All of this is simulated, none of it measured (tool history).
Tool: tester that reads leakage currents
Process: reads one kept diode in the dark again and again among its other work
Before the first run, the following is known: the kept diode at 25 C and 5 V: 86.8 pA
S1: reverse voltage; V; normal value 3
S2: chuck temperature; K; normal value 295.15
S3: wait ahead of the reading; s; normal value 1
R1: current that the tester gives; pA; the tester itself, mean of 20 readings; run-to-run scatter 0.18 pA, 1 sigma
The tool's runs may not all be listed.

{"run": 1, "day": 0.0, "S1": 3, "S2": 295.15, "S3": 1, "R1": 59.02}
{"run": 2, "day": 4.871, "S1": 3, "S2": 316.15, "S3": 1, "R1": 262.2}
{"run": 3, "day": 7.629, "S1": 3, "S2": 295.15, "S3": 0.59, "R1": 59.07}
{"run": 4, "day": 12.15, "S1": 3, "S2": 295.15, "S3": 0.56, "R1": 58.98}
{"run": 5, "day": 14.621, "S1": 3, "S2": 295.15, "S3": 0.56, "R1": 59.1}
{"run": 6, "day": 18.667, "S1": 3, "S2": 295.15, "S3": 0.56, "R1": 59.49}
{"run": 7, "day": 22.192, "S1": 3, "S2": 295.15, "S3": 1, "R1": 58.63}
{"run": 8, "day": 24.279, "S1": 3, "S2": 295.15, "S3": 2.97, "R1": 58.69}
{"run": 9, "day": 27.529, "S1": 3, "S2": 295.15, "S3": 1, "R1": 58.92}
{"run": 10, "day": 31.754, "S1": 3, "S2": 296.15, "S3": 1, "R1": 63.33}
{"run": 11, "day": 34.396, "S1": 3, "S2": 296.15, "S3": 1, "R1": 63.33}
{"run": 12, "day": 39.117, "S1": 3, "S2": 302.15, "S3": 1, "R1": 97.41}
{"run": 13, "day": 43.925, "S1": 1.88, "S2": 315.15, "S3": 7.78, "R1": 204.14}
{"run": 14, "day": 47.425, "S1": 1.88, "S2": 319.15, "S3": 0.39, "R1": 270.19}
{"run": 15, "day": 51.95, "S1": 1.8, "S2": 306.15, "S3": 0.39, "R1": 107.33}
{"run": 16, "day": 55.125, "S1": 3.05, "S2": 293.15, "S3": 1, "R1": 51.21}
{"run": 17, "day": 59.788, "S1": 1.18, "S2": 295.15, "S3": 1, "R1": 40.83}
{"run": 18, "day": 62.0, "S1": 3, "S2": 326.15, "S3": 2.48, "R1": 497.56}
{"run": 19, "day": 64.388, "S1": 3, "S2": 301.15, "S3": 0.87, "R1": 90.59}
{"run": 20, "day": 67.392, "S1": 3, "S2": 301.15, "S3": 0.87, "R1": 90.69}
{"run": 21, "day": 69.754, "S1": 3, "S2": 301.15, "S3": 0.87, "R1": 90.6}
{"day": 73.067, "done": "chuck's temperature calibrated"}
{"run": 22, "day": 74.654, "S1": 1.1, "S2": 321.15, "S3": 1.98, "R1": 269.57}
{"run": 23, "day": 76.688, "S1": 1.1, "S2": 321.15, "S3": 1.98, "R1": 269.18}

Here are 3 independent what-if runs from the current tool condition. What would each one return?
{"run": "A", "day": 79.9, "S1": 1.33, "S2": 294.15, "S3": 7.99, "R1": "?"}
{"run": "B", "day": 79.9, "S1": 1.1, "S2": 309.15, "S3": 1.84, "R1": "?"}
{"run": "C", "day": 79.9, "S1": 16.41, "S2": 294.15, "S3": 0.32, "R1": "?"}

run=A R1=42.52
run=B R1=118.24
run=C R1=135.1
Had the tool no hidden state, the same runs would have come out as:
run=A R1=40.49
run=B R1=117.77
run=C R1=103.93
